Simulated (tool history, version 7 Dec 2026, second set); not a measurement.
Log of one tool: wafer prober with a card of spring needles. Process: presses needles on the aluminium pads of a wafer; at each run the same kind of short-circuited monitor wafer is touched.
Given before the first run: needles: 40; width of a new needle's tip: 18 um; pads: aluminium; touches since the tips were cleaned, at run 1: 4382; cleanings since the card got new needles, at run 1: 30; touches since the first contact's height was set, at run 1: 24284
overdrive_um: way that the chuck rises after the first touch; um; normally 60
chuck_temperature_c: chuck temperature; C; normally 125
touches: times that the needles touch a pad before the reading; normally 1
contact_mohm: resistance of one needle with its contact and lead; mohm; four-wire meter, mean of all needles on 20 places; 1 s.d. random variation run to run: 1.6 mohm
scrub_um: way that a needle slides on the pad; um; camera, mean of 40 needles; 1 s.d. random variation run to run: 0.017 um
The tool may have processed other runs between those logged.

run,hour,overdrive_um,chuck_temperature_c,touches,touches since the tips were cleaned,cleanings since the card got new needles,touches since the first contact's height was set,contact_mohm,scrub_um
1,0.0,60,125,1,4382,30,24284,159,7.72
# hour 4.4: tips cleaned on abrasive film
2,13.5,61,125,1,4036,31,30232,158,7.88
# hour 18.1: tips cleaned on abrasive film
# hour 31.6: tips cleaned on abrasive film
3,32.1,60,125,3,256,33,38370,158,7.70
# hour 45.7: tips cleaned on abrasive film
4,48.0,60,44,1,1000,34,45321,147,7.74
# hour 59.5: tips cleaned on abrasive film
5,64.8,60,44,1,2328,35,52716,146,7.72
# hour 73.4: tips cleaned on abrasive film
6,78.3,60,125,1,2156,36,58631,158,7.73
# hour 87.5: tips cleaned on abrasive film
7,87.8,60,118,1,122,37,62793,154,7.73
# hour 101.3: tips cleaned on abrasive film
8,107.8,60,118,1,2877,38,71595,158,7.71
# hour 114.9: tips cleaned on abrasive film
9,127.2,60,125,1,5442,39,80168,161,7.72
# hour 129.0: tips cleaned on abrasive film
# hour 142.0: tips cleaned on abrasive film
10,142.0,60,125,1,0,41,86616,160,7.73
# hour 155.7: tips cleaned on abrasive film
# hour 156.0: height of the first contact set anew
11,156.2,60,125,1,121,42,121,158,7.74
# hour 168.9: tips cleaned on abrasive film
12,172.0,60,125,1,1347,43,7045,158,7.72
# hour 182.3: tips cleaned on abrasive film
13,188.4,60,125,1,2734,44,14282,158,7.74
# hour 196.3: tips cleaned on abrasive film
14,200.1,60,125,2,1658,45,19392,159,7.73
# hour 210.1: tips cleaned on abrasive film
15,221.6,60,125,2,5065,46,28860,163,7.74
# hour 224.1: tips cleaned on abrasive film
16,232.7,57,125,1,3782,47,33707,159,7.34
# hour 239.0: tips cleaned on abrasive film
17,251.5,57,125,1,5533,48,42010,158,7.31
# hour 252.8: tips cleaned on abrasive film
# hour 266.1: tips cleaned on abrasive film
18,272.7,70,102,2,2908,50,51296,153,9.00
# hour 280.3: tips cleaned on abrasive film
# hour 293.9: tips cleaned on abrasive film
19,293.9,70,102,2,0,52,60578,151,9.03
20,303.7,70,102,2,4345,52,64923,150,8.99
# hour 308.0: tips cleaned on abrasive film
21,319.9,70,102,2,5264,53,72016,151,9.00
# hour 321.5: tips cleaned on abrasive film
22,330.2,63,102,1,3870,54,76558,153,8.11
# hour 335.2: tips cleaned on abrasive film
23,345.4,54,102,1,4493,55,83223,159,6.97

4 options for the next run, each taken on its own from the tool as it stands now. Forecast them:
# hour 348.5: tips cleaned on abrasive film
# hour 361.8: tips cleaned on abrasive film
A,364.7,60,59,1,1307,57,91689,?,?
# hour 348.5: tips cleaned on abrasive film
# hour 361.8: tips cleaned on abrasive film
B,364.7,54,82,1,1307,57,91689,?,?
# hour 348.5: tips cleaned on abrasive film
# hour 361.8: tips cleaned on abrasive film
C,364.7,41,108,1,1307,57,91689,?,?
# hour 348.5: tips cleaned on abrasive film
# hour 361.8: tips cleaned on abrasive film
D,364.7,68,110,2,1307,57,91689,?,?

run,contact_mohm,scrub_um
A,146,7.72
B,154,6.94
C,168,5.29
D,153,8.76
Stripped of hidden state, with their random variation kept, the same runs would have yielded:
run,contact_mohm,scrub_um
A,145,7.72
B,154,6.94
C,167,5.29
D,152,8.76

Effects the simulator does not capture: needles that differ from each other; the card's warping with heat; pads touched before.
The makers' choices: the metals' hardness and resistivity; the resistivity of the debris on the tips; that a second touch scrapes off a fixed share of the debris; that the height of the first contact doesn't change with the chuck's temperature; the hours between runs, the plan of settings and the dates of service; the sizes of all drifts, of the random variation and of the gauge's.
